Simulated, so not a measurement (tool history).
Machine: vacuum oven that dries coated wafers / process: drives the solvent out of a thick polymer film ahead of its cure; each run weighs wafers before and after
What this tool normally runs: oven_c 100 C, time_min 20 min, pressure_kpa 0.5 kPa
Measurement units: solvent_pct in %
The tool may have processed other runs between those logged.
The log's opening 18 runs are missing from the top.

run     day  oven_c  time_min  pressure_kpa  solvent_pct
 19  11.333     103        20           0.5         2.96
 20  12.158     103        20           0.5         2.91
 21  12.546     103        20           0.5         2.92
 22  13.208     114        10         0.373         3.01
 23  13.912      88        10         0.517         11.5
 24   14.65      88        10         0.517        11.52
 25    15.1      88        10         0.517        11.49
 26  15.671     103        20         0.617         2.99
 27  16.267     103        20         0.617         2.97
 28  16.821     109        12           0.8         3.72
 29    17.5     109        12           0.8         3.71
 30  18.083      93        21         0.348         6.11
 31  18.475      93        21         0.348         6.11
 32    18.9     102        20           0.5         3.25
 33  19.354     102        20           0.5         3.26
 34  20.096     102        16           0.5         4.41

Forecast each of these 4 alternatives for the next run:
  A  20.717     100        24           0.5            ?
  B  20.717     105        15         0.374            ?
  C  20.717     102        33         0.354            ?
  D  20.717     105        20          0.53            ?

run  solvent_pct
  A         3.02
  B          3.7
  C         1.17
  D         2.37
Take away the tool's hidden state, keep each run's random variation, and the runs would have read:
run  solvent_pct
  A         3.01
  B          3.7
  C         1.17
  D         2.37

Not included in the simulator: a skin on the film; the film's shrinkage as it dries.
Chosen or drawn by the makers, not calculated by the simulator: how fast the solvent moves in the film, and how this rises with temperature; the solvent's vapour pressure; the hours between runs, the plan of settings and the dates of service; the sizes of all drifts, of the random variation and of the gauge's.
